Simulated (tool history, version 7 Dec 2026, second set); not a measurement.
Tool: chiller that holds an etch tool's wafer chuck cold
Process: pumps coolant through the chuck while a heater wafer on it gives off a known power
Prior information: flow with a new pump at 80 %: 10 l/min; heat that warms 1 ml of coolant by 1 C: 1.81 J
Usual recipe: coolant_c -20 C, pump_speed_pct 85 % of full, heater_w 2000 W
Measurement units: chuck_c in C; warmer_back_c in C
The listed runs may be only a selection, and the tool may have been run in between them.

run      day  coolant_c  pump_speed_pct  heater_w  chuck_c  warmer_back_c
  1    0.000        -20              85      2000     -3.4           6.52
  2    5.150        -20              85      2000     -3.4           6.62
  3   11.308        -20              64      2000      1.6           8.95
  4   15.221        -20              85      2000     -3.1           6.57
  5   21.258        -20              72      2000     -0.4           7.88
  6   30.012        -20              72      2000     -0.4           7.90
  7   36.188        -20              72      2000      0.0           8.05
  8   43.142        -20              72      2000      0.0           7.94
  9   48.029        -20              64      2000      2.2           9.03
 10   54.571        -20              64      2000      2.4           9.16
 11   59.042        -20              85      1076    -10.4           3.62
 12   68.204        -20              85      1076    -10.1           3.64
 13   77.033        -20              85      1076    -10.3           3.67
 14   84.271        -20              85      1581     -5.5           5.34
      89.083  -- coolant changed, channels flushed
 15   92.342        -20              85      1581     -6.9           5.36
      96.054  -- chiller's thermometer calibrated
 16  100.412        -20              80      1581     -6.7           5.80
 17  109.896        -20              80      1581     -6.7           5.78
 18  116.975        -20              80      1560     -6.7           5.72
 19  121.267        -11              80      1390      1.0           5.10
 20  130.062        -13              70      2473     11.1          10.55
 21  138.062        -19              89      2473      0.4           8.15
 22  144.117        -19              89      2473      0.5           8.17
 23  151.446        -19              89      2473      0.3           8.22
 24  157.742        -28              61      2473     -0.3          12.31
 25  161.746        -20              83      1217     -9.5           4.40
 26  167.746        -19              83      1177     -8.7           4.20
 27  175.996        -19              83      1177     -8.5           4.29
 28  185.183        -17              85      2000     -0.1           7.07
 29  190.250        -25              94      2000     -9.4           6.35
 30  199.012        -16              81      1110     -6.0           4.11
 31  204.912        -16              81      1110     -5.7           4.12

4 ways to go on from here, each from the tool as it stands after run 31. What would each give?
  A  209.192        -14              85      1103        ?              ?
  B  209.192        -24              81      1038        ?              ?
  C  209.192        -16              83      1030        ?              ?
  D  209.192        -25              98      1413        ?              ?

run  chuck_c  warmer_back_c
  A     -4.3           3.88
  B    -14.3           3.94
  C     -6.5           3.75
  D    -13.9           4.35
Without the tool's unlogged condition, the same runs would have read:
run  chuck_c  warmer_back_c
  A     -6.0           3.36
  B    -16.0           3.43
  C     -8.1           3.26
  D    -15.8           3.78
